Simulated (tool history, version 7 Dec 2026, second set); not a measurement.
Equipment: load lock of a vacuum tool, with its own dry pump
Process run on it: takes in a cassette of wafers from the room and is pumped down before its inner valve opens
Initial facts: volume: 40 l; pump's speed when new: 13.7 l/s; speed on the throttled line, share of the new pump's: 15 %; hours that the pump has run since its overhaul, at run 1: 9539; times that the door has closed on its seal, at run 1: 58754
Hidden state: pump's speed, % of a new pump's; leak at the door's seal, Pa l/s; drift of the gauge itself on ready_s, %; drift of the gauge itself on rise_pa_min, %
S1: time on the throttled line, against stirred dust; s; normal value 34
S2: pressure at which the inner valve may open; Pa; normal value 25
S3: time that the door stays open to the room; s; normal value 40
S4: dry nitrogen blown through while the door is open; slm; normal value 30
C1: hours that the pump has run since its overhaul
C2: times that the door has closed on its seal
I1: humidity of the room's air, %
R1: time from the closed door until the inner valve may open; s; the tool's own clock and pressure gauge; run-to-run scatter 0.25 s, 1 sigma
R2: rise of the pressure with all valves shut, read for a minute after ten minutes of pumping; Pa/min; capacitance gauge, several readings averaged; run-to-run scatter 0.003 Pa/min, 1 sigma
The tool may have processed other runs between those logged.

run 1 day=0.000 | S1=34 S2=25 S3=40 S4=30 | C1=9539 C2=58754 | I1=43.1 | R1=53.3 R2=0.033
-- day=5.212 door's seal changed, seat wiped
run 2 day=11.396 | S1=34 S2=25 S3=40 S4=30 | C1=9811 C2=718 | I1=43.5 | R1=53.2 R2=0.036
run 3 day=21.233 | S1=46 S2=25 S3=40 S4=30 | C1=10047 C2=1861 | I1=48.0 | R1=63.2 R2=0.037
run 4 day=33.258 | S1=46 S2=25 S3=40 S4=30 | C1=10336 C2=3258 | I1=44.2 | R1=63.8 R2=0.039
run 5 day=38.846 | S1=46 S2=46 S3=40 S4=30 | C1=10470 C2=3906 | I1=44.3 | R1=61.3 R2=0.033
run 6 day=46.146 | S1=46 S2=46 S3=40 S4=30 | C1=10645 C2=4754 | I1=47.0 | R1=61.0 R2=0.041
run 7 day=58.275 | S1=46 S2=46 S3=40 S4=30 | C1=10936 C2=6163 | I1=44.2 | R1=61.0 R2=0.037
run 8 day=66.629 | S1=46 S2=46 S3=40 S4=30 | C1=11137 C2=7133 | I1=46.0 | R1=61.9 R2=0.032
run 9 day=77.267 | S1=46 S2=46 S3=40 S4=30 | C1=11392 C2=8368 | I1=46.6 | R1=60.8 R2=0.037
run 10 day=85.012 | S1=34 S2=25 S3=34 S4=30 | C1=11578 C2=9268 | I1=41.8 | R1=52.7 R2=0.028
run 11 day=94.783 | S1=34 S2=25 S3=34 S4=30 | C1=11812 C2=10402 | I1=42.8 | R1=52.5 R2=0.025
run 12 day=105.825 | S1=34 S2=30 S3=40 S4=30 | C1=12077 C2=11685 | I1=47.3 | R1=52.8 R2=0.037
run 13 day=113.771 | S1=34 S2=25 S3=106 S4=30 | C1=12268 C2=12607 | I1=46.2 | R1=53.4 R2=0.073
run 14 day=121.146 | S1=34 S2=25 S3=106 S4=30 | C1=12445 C2=13464 | I1=46.0 | R1=53.3 R2=0.070
run 15 day=126.921 | S1=34 S2=25 S3=106 S4=30 | C1=12584 C2=14135 | I1=44.6 | R1=53.0 R2=0.064
run 16 day=131.958 | S1=34 S2=25 S3=40 S4=30 | C1=12704 C2=14719 | I1=38.7 | R1=53.3 R2=0.030
run 17 day=141.242 | S1=34 S2=25 S3=40 S4=30 | C1=12927 C2=15798 | I1=43.8 | R1=52.7 R2=0.031
run 18 day=152.483 | S1=34 S2=25 S3=40 S4=30 | C1=13197 C2=17103 | I1=42.3 | R1=52.7 R2=0.034
run 19 day=160.358 | S1=34 S2=25 S3=40 S4=30 | C1=13386 C2=18018 | I1=41.2 | R1=53.2 R2=0.037
run 20 day=165.592 | S1=44 S2=27 S3=122 S4=9 | C1=13512 C2=18625 | I1=42.3 | R1=60.7 R2=0.113
run 21 day=170.612 | S1=34 S2=25 S3=48 S4=18 | C1=13632 C2=19208 | I1=48.4 | R1=53.0 R2=0.052
run 22 day=177.275 | S1=34 S2=24 S3=41 S4=5 | C1=13792 C2=19982 | I1=45.3 | R1=53.0 R2=0.061
run 23 day=186.746 | S1=53 S2=24 S3=41 S4=6 | C1=14019 C2=21082 | I1=43.0 | R1=68.9 R2=0.057
run 24 day=193.042 | S1=53 S2=24 S3=41 S4=6 | C1=14170 C2=21813 | I1=46.7 | R1=69.7 R2=0.054
run 25 day=203.229 | S1=34 S2=33 S3=40 S4=20 | C1=14415 C2=22996 | I1=46.9 | R1=52.2 R2=0.047
run 26 day=214.671 | S1=62 S2=33 S3=134 S4=20 | C1=14690 C2=24325 | I1=44.0 | R1=75.5 R2=0.088
run 27 day=220.500 | S1=34 S2=42 S3=129 S4=26 | C1=14829 C2=25002 | I1=45.5 | R1=51.5 R2=0.088
run 28 day=228.433 | S1=34 S2=25 S3=87 S4=30 | C1=15020 C2=25923 | I1=45.4 | R1=52.7 R2=0.065
run 29 day=233.767 | S1=28 S2=33 S3=87 S4=30 | C1=15148 C2=26542 | I1=46.7 | R1=47.2 R2=0.064
run 30 day=245.825 | S1=18 S2=27 S3=40 S4=13 | C1=15437 C2=27943 | I1=49.4 | R1=39.5 R2=0.049
run 31 day=255.112 | S1=63 S2=27 S3=40 S4=13 | C1=15660 C2=29021 | I1=43.2 | R1=77.1 R2=0.049
run 32 day=260.904 | S1=62 S2=21 S3=32 S4=12 | C1=15799 C2=29694 | I1=44.7 | R1=77.2 R2=0.041
run 33 day=272.417 | S1=34 S2=45 S3=40 S4=30 | C1=16075 C2=31031 | I1=42.2 | R1=51.4 R2=0.035
run 34 day=283.658 | S1=34 S2=45 S3=124 S4=30 | C1=16345 C2=32336 | I1=47.4 | R1=51.6 R2=0.081
run 35 day=291.392 | S1=34 S2=45 S3=124 S4=16 | C1=16531 C2=33234 | I1=46.0 | R1=51.4 R2=0.102
run 36 day=296.300 | S1=17 S2=42 S3=74 S4=30 | C1=16649 C2=33804 | I1=45.1 | R1=36.9 R2=0.051
run 37 day=302.088 | S1=39 S2=25 S3=40 S4=30 | C1=16788 C2=34476 | I1=45.0 | R1=57.6 R2=0.041
run 38 day=307.646 | S1=55 S2=22 S3=67 S4=9 | C1=16921 C2=35122 | I1=49.1 | R1=71.5 R2=0.077

Each row is a separate what-if for the run after 38, all from the same tool condition, not one after another. Results?
run A day=315.192 | S1=34 S2=43 S3=40 S4=30 | C1=17102 C2=35998 | I1=44.2 | R1=? R2=?
run B day=315.192 | S1=34 S2=25 S3=40 S4=16 | C1=17102 C2=35998 | I1=48.5 | R1=? R2=?
run C day=315.192 | S1=22 S2=22 S3=56 S4=9 | C1=17102 C2=35998 | I1=46.3 | R1=? R2=?

run=A R1=51.5 R2=0.035
run=B R1=52.7 R2=0.048
run=C R1=43.3 R2=0.066
Had the tool no hidden state, the same runs would have come out as:
run=A R1=51.5 R2=0.033
run=B R1=52.7 R2=0.047
run=C R1=43.2 R2=0.065
